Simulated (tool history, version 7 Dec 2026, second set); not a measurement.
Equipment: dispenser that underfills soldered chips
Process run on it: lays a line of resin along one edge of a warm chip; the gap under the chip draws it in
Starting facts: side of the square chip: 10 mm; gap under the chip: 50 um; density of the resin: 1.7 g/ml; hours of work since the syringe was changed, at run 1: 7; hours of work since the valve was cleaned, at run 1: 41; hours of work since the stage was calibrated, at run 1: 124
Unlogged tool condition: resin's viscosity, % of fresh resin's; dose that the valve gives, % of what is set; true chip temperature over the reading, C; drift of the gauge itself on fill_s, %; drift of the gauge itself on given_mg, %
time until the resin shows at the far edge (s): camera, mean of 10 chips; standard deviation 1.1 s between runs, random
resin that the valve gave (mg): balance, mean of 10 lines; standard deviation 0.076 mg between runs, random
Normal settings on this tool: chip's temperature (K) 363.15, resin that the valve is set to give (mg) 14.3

run,hour,chip's temperature (K),resin that the valve is set to give (mg),hours of work since the syringe was changed,hours of work since the valve was cleaned,hours of work since the stage was calibrated,time until the resin shows at the far edge (s),resin that the valve gave (mg)
1,0.0,363.15,14.3,7,41,124,150.9,14.11
# hour 5.4: new syringe of resin
2,8.7,363.15,14.3,3,48,130,118.2,13.98
3,16.1,363.15,14.3,8,54,136,158.6,13.96
# hour 20.3: new syringe of resin
4,22.3,349.15,14.3,2,58,141,164.1,14.07
5,29.9,349.15,14.3,7,64,147,226.8,13.97
6,34.4,349.15,14.3,11,68,150,271.1,13.94
# hour 35.7: new syringe of resin
7,39.3,349.15,14.6,3,71,154,178.6,14.17
8,43.2,349.15,14.6,6,74,157,209.9,14.18
# hour 50.5: new syringe of resin
9,50.5,349.15,14.6,0,80,162,153.5,14.15
10,54.2,349.15,14.6,3,83,165,178.7,14.04
11,57.8,373.15,18.5,6,85,168,105.4,17.92
12,64.6,352.15,13.8,11,91,173,248.1,13.38
# hour 65.7: new syringe of resin
13,70.1,352.15,13.2,3,95,177,172.9,12.70
14,77.7,371.15,17.0,9,101,183,136.7,16.34
# hour 80.6: new syringe of resin
15,85.6,361.15,16.0,4,107,189,132.0,15.31
16,89.5,361.15,16.0,7,110,192,154.8,15.35
17,93.2,361.15,16.0,10,113,195,184.7,15.28

Hidden state at the last listed run before each entry between runs and at the first one after, where it differs:
In the gap between runs 1 and 2: new syringe of resin (hour 5.4)
  resin's viscosity, % of fresh resin's: 148.6 -> 113.8; dose that the valve gives, % of what is set: 98.32 -> 98.07; true chip temperature over the reading, C: -0.65 -> -0.69
  measured less the result without the state, time until the resin shows at the far edge (s): +51.4 -> +16.4; resin that the valve gave (mg): -0.24 -> -0.28
In the gap between runs 3 and 4: new syringe of resin (hour 20.3)
  resin's viscosity, % of fresh resin's: 153.9 -> 107.5; dose that the valve gives, % of what is set: 97.86 -> 97.67; true chip temperature over the reading, C: -0.73 -> -0.75
  measured less the result without the state, time until the resin shows at the far edge (s): +57.7 -> +15.1; resin that the valve gave (mg): -0.30 -> -0.34
In the gap between runs 6 and 7: new syringe of resin (hour 35.7)
  resin's viscosity, % of fresh resin's: 175.9 -> 116.5; dose that the valve gives, % of what is set: 97.3 -> 97.17; true chip temperature over the reading, C: -0.81 -> -0.84
  measured less the result without the state, time until the resin shows at the far edge (s): +120.9 -> +29.3; resin that the valve gave (mg): -0.38 -> -0.41
In the gap between runs 8 and 9: new syringe of resin (hour 50.5)
  resin's viscosity, % of fresh resin's: 137 -> 100.2; dose that the valve gives, % of what is set: 97.04 -> 96.83; true chip temperature over the reading, C: -0.85 -> -0.89
  measured less the result without the state, time until the resin shows at the far edge (s): +61.1 -> +4.7; resin that the valve gave (mg): -0.43 -> -0.46
In the gap between runs 12 and 13: new syringe of resin (hour 65.7)
  resin's viscosity, % of fresh resin's: 177.4 -> 119.9; dose that the valve gives, % of what is set: 96.41 -> 96.24; true chip temperature over the reading, C: -0.96 -> -0.98
  measured less the result without the state, time until the resin shows at the far edge (s): +112.8 -> +33.6; resin that the valve gave (mg): -0.49 -> -0.50
In the gap between runs 14 and 15: new syringe of resin (hour 80.6)
  resin's viscosity, % of fresh resin's: 163.3 -> 121.5; dose that the valve gives, % of what is set: 96.01 -> 95.78; true chip temperature over the reading, C: -1.02 -> -1.05
  measured less the result without the state, time until the resin shows at the far edge (s): +55.4 -> +26.8; resin that the valve gave (mg): -0.67 -> -0.68

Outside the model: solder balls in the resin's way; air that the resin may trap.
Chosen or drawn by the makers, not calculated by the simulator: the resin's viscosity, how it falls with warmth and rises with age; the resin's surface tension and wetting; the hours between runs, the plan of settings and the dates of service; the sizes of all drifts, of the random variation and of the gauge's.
